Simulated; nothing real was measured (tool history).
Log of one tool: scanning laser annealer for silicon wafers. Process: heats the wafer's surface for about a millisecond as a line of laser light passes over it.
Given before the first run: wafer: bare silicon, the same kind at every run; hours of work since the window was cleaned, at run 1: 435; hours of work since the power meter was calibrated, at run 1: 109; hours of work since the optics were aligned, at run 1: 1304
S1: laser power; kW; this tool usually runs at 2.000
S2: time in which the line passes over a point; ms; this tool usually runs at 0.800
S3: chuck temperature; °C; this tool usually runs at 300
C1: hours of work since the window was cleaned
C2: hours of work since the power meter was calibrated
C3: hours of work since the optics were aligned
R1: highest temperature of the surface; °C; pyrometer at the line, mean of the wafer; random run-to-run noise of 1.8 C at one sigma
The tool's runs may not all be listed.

| run | day | S1 | S2 | S3 | C1 | C2 | C3 | R1 |
|---|---|---|---|---|---|---|---|---|
| 1 | 0.000 | 2.000 | 0.800 | 300 | 435 | 109 | 1304 | 1031 |
| 2 | 2.154 | 2.000 | 0.800 | 300 | 468 | 141 | 1337 | 1028 |
| 3 | 4.358 | 2.000 | 0.800 | 300 | 501 | 175 | 1370 | 1030 |
| 4 | 6.112 | 2.000 | 0.800 | 300 | 528 | 202 | 1397 | 1027 |
| 5 | 7.571 | 2.000 | 0.800 | 300 | 550 | 224 | 1419 | 1030 |
| 6 | 9.908 | 2.000 | 0.800 | 300 | 585 | 259 | 1455 | 1025 |
|  | 12.275 | optics aligned, line set to its width |
| 7 | 12.621 | 2.000 | 0.800 | 295 | 624 | 298 | 5 | 1039 |
| 8 | 15.092 | 2.000 | 0.800 | 295 | 661 | 335 | 43 | 1038 |
| 9 | 17.508 | 2.000 | 0.800 | 295 | 698 | 372 | 80 | 1037 |
| 10 | 19.808 | 2.000 | 0.800 | 295 | 733 | 407 | 115 | 1031 |
| 11 | 22.333 | 2.000 | 0.884 | 295 | 771 | 445 | 153 | 1076 |
| 12 | 24.242 | 2.000 | 0.618 | 313 | 800 | 474 | 182 | 952 |
| 13 | 26.438 | 2.000 | 0.618 | 313 | 834 | 508 | 215 | 955 |
| 14 | 28.429 | 2.000 | 0.618 | 313 | 864 | 538 | 246 | 955 |

What will run 15 give?
| 15 | 30.121 | 1.889 | 0.800 | 278 | 890 | 564 | 272 | ? |

{"run 15": {"R1": 964}}
Had the tool carried no hidden state, the very same run would have given R1 983 °C.

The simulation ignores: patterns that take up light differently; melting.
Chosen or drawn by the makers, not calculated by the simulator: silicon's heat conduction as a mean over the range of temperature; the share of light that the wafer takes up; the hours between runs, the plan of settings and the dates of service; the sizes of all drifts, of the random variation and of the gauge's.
